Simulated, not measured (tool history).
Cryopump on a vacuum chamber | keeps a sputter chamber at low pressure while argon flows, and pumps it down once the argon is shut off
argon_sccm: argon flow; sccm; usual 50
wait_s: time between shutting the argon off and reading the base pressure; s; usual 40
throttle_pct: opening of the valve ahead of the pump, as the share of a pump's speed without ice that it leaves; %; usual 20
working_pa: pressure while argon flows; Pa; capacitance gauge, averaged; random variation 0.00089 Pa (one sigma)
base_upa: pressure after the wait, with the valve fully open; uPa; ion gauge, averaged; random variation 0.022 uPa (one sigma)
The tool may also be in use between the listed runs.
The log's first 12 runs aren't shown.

Run 13, hour 329.0: usual settings. Result: working_pa 0.1857 Pa, base_upa 0.62 uPa.
Run 14, hour 361.6: usual settings but throttle_pct 28 %. Result: working_pa 0.1331 Pa, base_upa 0.66 uPa.
Run 15, hour 385.7: usual settings but throttle_pct 28 %. Result: working_pa 0.1329 Pa, base_upa 0.65 uPa.
Run 16, hour 414.0: usual settings. Result: working_pa 0.1860 Pa, base_upa 0.64 uPa.
Run 17, hour 451.7: usual settings. Result: working_pa 0.1858 Pa, base_upa 0.67 uPa.
Run 18, hour 478.6: usual settings but wait_s 27 s, throttle_pct 38 %. Result: working_pa 0.1000 Pa, base_upa 0.87 uPa.
Run 19, hour 503.6: usual settings but wait_s 27 s, throttle_pct 38 %. Result: working_pa 0.1004 Pa, base_upa 0.89 uPa.
Run 20, hour 547.3: usual settings but wait_s 27 s, throttle_pct 38 %. Result: working_pa 0.0992 Pa, base_upa 0.85 uPa.
Run 21, hour 570.6: usual settings but wait_s 27 s, throttle_pct 38 %. Result: working_pa 0.1009 Pa, base_upa 0.90 uPa.
Run 22, hour 608.1: usual settings but wait_s 27 s, throttle_pct 38 %. Result: working_pa 0.1012 Pa, base_upa 0.89 uPa.
Run 23, hour 637.5: usual settings but argon_sccm 33 sccm. Result: working_pa 0.1251 Pa, base_upa 0.70 uPa.
Run 24, hour 681.0: usual settings but argon_sccm 75 sccm, wait_s 79 s, throttle_pct 15 %. Result: working_pa 0.3748 Pa, base_upa 0.51 uPa.
Run 25, hour 721.3: usual settings but argon_sccm 75 sccm, wait_s 79 s, throttle_pct 15 %. Result: working_pa 0.3757 Pa, base_upa 0.48 uPa.
Run 26, hour 739.6: usual settings but argon_sccm 75 sccm, wait_s 67 s, throttle_pct 59 %. Result: working_pa 0.1023 Pa, base_upa 0.56 uPa.
Run 27, hour 772.8: usual settings but argon_sccm 77 sccm, throttle_pct 18 %. Result: working_pa 0.3235 Pa, base_upa 0.72 uPa.
Run 28, hour 800.5: usual settings but argon_sccm 37 sccm. Result: working_pa 0.1399 Pa, base_upa 0.72 uPa.
Run 29, hour 839.6: usual settings but argon_sccm 65 sccm, wait_s 29 s, throttle_pct 27 %. Result: working_pa 0.1857 Pa, base_upa 0.94 uPa.
Run 30, hour 878.2: usual settings but wait_s 74 s, throttle_pct 51 %. Result: working_pa 0.0788 Pa, base_upa 0.56 uPa.
Run 31, hour 910.7: usual settings but argon_sccm 91 sccm, wait_s 166 s, throttle_pct 51 %. Result: working_pa 0.1450 Pa, base_upa 0.41 uPa.
Run 32, hour 951.9: usual settings but argon_sccm 91 sccm, wait_s 166 s, throttle_pct 51 %. Result: working_pa 0.1449 Pa, base_upa 0.45 uPa.
Run 33, hour 976.7: usual settings but argon_sccm 91 sccm, wait_s 166 s, throttle_pct 51 %. Result: working_pa 0.1453 Pa, base_upa 0.48 uPa.
Run 34, hour 995.3: usual settings but throttle_pct 30 %. Result: working_pa 0.1308 Pa, base_upa 0.77 uPa.

Forecast each of these 3 alternatives for the next run:
Run A, hour 1033.3: usual settings but throttle_pct 51 %. Result: working_pa ?, base_upa ?.
Run B, hour 1033.3: usual settings but throttle_pct 29 %. Result: working_pa ?, base_upa ?.
Run C, hour 1033.3: usual settings but argon_sccm 39 sccm, wait_s 147 s, throttle_pct 16 %. Result: working_pa ?, base_upa ?.

run  working_pa  base_upa
  A      0.0806      0.78
  B      0.1354      0.79
  C      0.1866      0.45
Without the tool's hidden state the same runs would have given:
run  working_pa  base_upa
  A      0.0717      0.55
  B      0.1266      0.56
  C      0.1797      0.22
